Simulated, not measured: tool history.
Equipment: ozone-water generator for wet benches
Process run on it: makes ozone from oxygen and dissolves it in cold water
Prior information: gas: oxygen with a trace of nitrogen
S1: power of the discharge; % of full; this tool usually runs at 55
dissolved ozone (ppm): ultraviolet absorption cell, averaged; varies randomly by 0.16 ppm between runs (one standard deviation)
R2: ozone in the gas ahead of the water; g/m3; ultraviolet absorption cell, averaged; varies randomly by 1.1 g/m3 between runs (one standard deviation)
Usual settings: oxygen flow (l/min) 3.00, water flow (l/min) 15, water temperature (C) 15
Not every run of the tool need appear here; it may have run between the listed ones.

Run 1, day 0.000: usual settings. Result: dissolved ozone (ppm) 20.3, R2 191.0 g/m3.
Run 2, day 1.338: usual settings. Result: dissolved ozone (ppm) 20.7, R2 191.4 g/m3.
Run 3, day 3.238: usual settings. Result: dissolved ozone (ppm) 20.4, R2 192.0 g/m3.
Run 4, day 6.142: usual settings. Result: dissolved ozone (ppm) 20.3, R2 190.1 g/m3.
Run 5, day 8.821: usual settings but S1 95 % of full. Result: dissolved ozone (ppm) 33.8, R2 316.5 g/m3.
Run 6, day 11.242: usual settings. Result: dissolved ozone (ppm) 20.6, R2 192.4 g/m3.
Run 7, day 13.600: usual settings. Result: dissolved ozone (ppm) 20.4, R2 190.8 g/m3.
Run 8, day 15.733: usual settings. Result: dissolved ozone (ppm) 20.6, R2 191.4 g/m3.
Run 9, day 18.050: usual settings. Result: dissolved ozone (ppm) 20.4, R2 191.5 g/m3.
Run 10, day 19.392: usual settings. Result: dissolved ozone (ppm) 20.4, R2 190.1 g/m3.
Run 11, day 21.508: usual settings. Result: dissolved ozone (ppm) 20.6, R2 190.5 g/m3.
Run 12, day 24.683: usual settings but oxygen flow (l/min) 5.24. Result: dissolved ozone (ppm) 21.2, R2 144.4 g/m3.
Run 13, day 27.342: usual settings but S1 88 % of full. Result: dissolved ozone (ppm) 31.2, R2 294.6 g/m3.
Run 14, day 28.746: usual settings but S1 70 % of full. Result: dissolved ozone (ppm) 25.6, R2 238.6 g/m3.
Run 15, day 30.721: usual settings but S1 70 % of full. Result: dissolved ozone (ppm) 25.4, R2 236.4 g/m3.
Run 16, day 32.750: usual settings but oxygen flow (l/min) 2.48. Result: dissolved ozone (ppm) 19.8, R2 212.1 g/m3.
Run 17, day 35.362: usual settings but oxygen flow (l/min) 4.10. Result: dissolved ozone (ppm) 21.1, R2 162.8 g/m3.
Run 18, day 37.292: usual settings but oxygen flow (l/min) 2.29. Result: dissolved ozone (ppm) 19.6, R2 220.5 g/m3.
Run 19, day 39.229: usual settings but S1 53 % of full. Result: dissolved ozone (ppm) 19.9, R2 185.6 g/m3.
Run 20, day 41.733: usual settings but oxygen flow (l/min) 2.09, water flow (l/min) 20. Result: dissolved ozone (ppm) 15.0, R2 229.4 g/m3.
Run 21, day 43.725: usual settings but S1 52 % of full, oxygen flow (l/min) 2.09. Result: dissolved ozone (ppm) 18.2, R2 219.9 g/m3.
Run 22, day 46.154: usual settings but S1 52 % of full, oxygen flow (l/min) 2.09. Result: dissolved ozone (ppm) 18.3, R2 220.3 g/m3.
Run 23, day 48.796: usual settings but S1 54 % of full, oxygen flow (l/min) 1.85, water flow (l/min) 17, water temperature (C) 13. Result: dissolved ozone (ppm) 17.0, R2 242.8 g/m3.
Run 24, day 51.446: usual settings but S1 98 % of full, oxygen flow (l/min) 4.07. Result: dissolved ozone (ppm) 35.2, R2 277.4 g/m3.
Run 25, day 53.154: usual settings but S1 100 % of full, oxygen flow (l/min) 4.48, water temperature (C) 11. Result: dissolved ozone (ppm) 38.2, R2 268.7 g/m3.
Run 26, day 55.238: usual settings but S1 100 % of full, oxygen flow (l/min) 4.48, water temperature (C) 11. Result: dissolved ozone (ppm) 38.5, R2 266.9 g/m3.
Run 27, day 56.996: usual settings but water flow (l/min) 10. Result: dissolved ozone (ppm) 27.2, R2 191.6 g/m3.
Run 28, day 59.954: usual settings but S1 85 % of full, oxygen flow (l/min) 3.97, water flow (l/min) 20, water temperature (C) 17. Result: dissolved ozone (ppm) 24.6, R2 244.9 g/m3.
Run 29, day 62.029: usual settings but S1 85 % of full, oxygen flow (l/min) 3.97, water flow (l/min) 20, water temperature (C) 17. Result: dissolved ozone (ppm) 24.7, R2 244.0 g/m3.
Run 30, day 64.742: usual settings but S1 86 % of full, oxygen flow (l/min) 3.30, water flow (l/min) 12, water temperature (C) 22. Result: dissolved ozone (ppm) 32.7, R2 271.5 g/m3.
Run 31, day 66.233: usual settings but S1 69 % of full, oxygen flow (l/min) 2.27, water flow (l/min) 22. Result: dissolved ozone (ppm) 17.4, R2 272.8 g/m3.
Run 32, day 68.250: usual settings but S1 69 % of full, oxygen flow (l/min) 2.27, water flow (l/min) 22. Result: dissolved ozone (ppm) 17.1, R2 271.7 g/m3.
Run 33, day 70.550: usual settings but S1 62 % of full, water temperature (C) 22. Result: dissolved ozone (ppm) 20.9, R2 213.8 g/m3.
Run 34, day 72.108: usual settings but S1 62 % of full, oxygen flow (l/min) 2.32, water flow (l/min) 14, water temperature (C) 22. Result: dissolved ozone (ppm) 21.5, R2 245.4 g/m3.

Below are 3 alternative next runs, each starting from the tool's condition after run 34. Predict each:
Run A, day 75.071: usual settings but S1 62 % of full, oxygen flow (l/min) 1.72, water flow (l/min) 14, water temperature (C) 8. Result: dissolved ozone (ppm) ?, R2 ?.
Run B, day 75.071: usual settings but S1 53 % of full, oxygen flow (l/min) 3.62, water flow (l/min) 14, water temperature (C) 13. Result: dissolved ozone (ppm) ?, R2 ?.
Run C, day 75.071: usual settings but S1 85 % of full, oxygen flow (l/min) 2.23, water flow (l/min) 14, water temperature (C) 22. Result: dissolved ozone (ppm) ?, R2 ?.

run  dissolved ozone (ppm)     R2
  A                   23.2  285.4
  B                   21.5  167.1
  C                   28.8  332.8
The same runs, with their run-to-run variation unchanged, on a tool lacking any hidden condition would have given:
run  dissolved ozone (ppm)     R2
  A                   23.3  285.5
  B                   21.5  167.1
  C                   28.8  333.0

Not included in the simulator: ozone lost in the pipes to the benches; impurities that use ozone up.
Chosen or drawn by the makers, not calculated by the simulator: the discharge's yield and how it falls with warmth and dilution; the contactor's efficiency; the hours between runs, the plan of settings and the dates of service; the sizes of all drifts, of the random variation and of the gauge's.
